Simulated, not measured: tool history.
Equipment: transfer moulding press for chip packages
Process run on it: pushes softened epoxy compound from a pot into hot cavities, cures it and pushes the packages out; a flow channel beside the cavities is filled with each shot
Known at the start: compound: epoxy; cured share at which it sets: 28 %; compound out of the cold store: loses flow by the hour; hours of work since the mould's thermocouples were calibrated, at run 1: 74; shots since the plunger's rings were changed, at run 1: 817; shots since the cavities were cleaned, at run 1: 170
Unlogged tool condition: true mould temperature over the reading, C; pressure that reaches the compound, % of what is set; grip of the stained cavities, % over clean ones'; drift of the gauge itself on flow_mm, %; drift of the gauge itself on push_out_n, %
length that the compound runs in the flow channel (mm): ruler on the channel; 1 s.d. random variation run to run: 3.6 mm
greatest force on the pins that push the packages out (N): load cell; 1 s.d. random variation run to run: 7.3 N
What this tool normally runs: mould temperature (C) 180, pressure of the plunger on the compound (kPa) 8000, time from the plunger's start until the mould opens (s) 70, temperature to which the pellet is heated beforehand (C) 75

| run | hour | mould temperature (C) | pressure of the plunger on the compound (kPa) | time from the plunger's start until the mould opens (s) | temperature to which the pellet is heated beforehand (C) | hours of work since the mould's thermocouples were calibrated | shots since the plunger's rings were changed | shots since the cavities were cleaned | incoming compound's hours out of the cold store | length that the compound runs in the flow channel (mm) | greatest force on the pins that push the packages out (N) |
|---|---|---|---|---|---|---|---|---|---|---|---|
| 1 | 0.0 | 180 | 8000 | 70 | 75 | 74 | 817 | 170 | 10.2 | 742 | 449 |
| 2 | 5.9 | 180 | 8000 | 70 | 75 | 77 | 878 | 231 | 35.3 | 621 | 437 |
| 3 | 16.2 | 180 | 8000 | 70 | 75 | 81 | 985 | 338 | 15.2 | 722 | 517 |
|  | 27.2 | cavities cleaned with cleaning compound and waxed |
| 4 | 30.0 | 180 | 8000 | 70 | 67 | 87 | 1112 | 28 | 45.5 | 569 | 305 |
| 5 | 36.6 | 180 | 8000 | 70 | 75 | 90 | 1181 | 97 | 39.0 | 594 | 346 |
| 6 | 45.3 | 180 | 8000 | 70 | 75 | 94 | 1271 | 187 | 41.0 | 588 | 408 |
| 7 | 58.6 | 180 | 8000 | 70 | 75 | 100 | 1409 | 325 | 17.9 | 702 | 481 |
| 8 | 67.9 | 180 | 8000 | 70 | 75 | 104 | 1505 | 421 | 30.6 | 635 | 515 |
|  | 70.4 | cavities cleaned with cleaning compound and waxed |
| 9 | 77.8 | 184 | 8000 | 84 | 75 | 108 | 1593 | 77 | 28.5 | 639 | 272 |
| 10 | 86.7 | 184 | 8000 | 84 | 75 | 112 | 1685 | 169 | 16.9 | 697 | 308 |
| 11 | 100.1 | 175 | 9720 | 51 | 75 | 118 | 1824 | 308 | 30.3 | 703 | 1297 |

Each row is a separate what-if for the run after 11, all from the same tool condition, not one after another. Results?
| A | 111.1 | 177 | 8000 | 58 | 75 | 123 | 1938 | 422 | 24.2 | ? | ? |
| B | 111.1 | 179 | 7230 | 70 | 85 | 123 | 1938 | 422 | 42.6 | ? | ? |
| C | 111.1 | 180 | 6170 | 70 | 75 | 123 | 1938 | 422 | 8.7 | ? | ? |

| run | length that the compound runs in the flow channel (mm) | greatest force on the pins that push the packages out (N) |
|---|---|---|
| A | 667 | 984 |
| B | 547 | 514 |
| C | 654 | 541 |
With the hidden condition removed and each run's random variation left untouched, the same runs would have given:
| run | length that the compound runs in the flow channel (mm) | greatest force on the pins that push the packages out (N) |
|---|---|---|
| A | 681 | 547 |
| B | 558 | 287 |
| C | 667 | 298 |

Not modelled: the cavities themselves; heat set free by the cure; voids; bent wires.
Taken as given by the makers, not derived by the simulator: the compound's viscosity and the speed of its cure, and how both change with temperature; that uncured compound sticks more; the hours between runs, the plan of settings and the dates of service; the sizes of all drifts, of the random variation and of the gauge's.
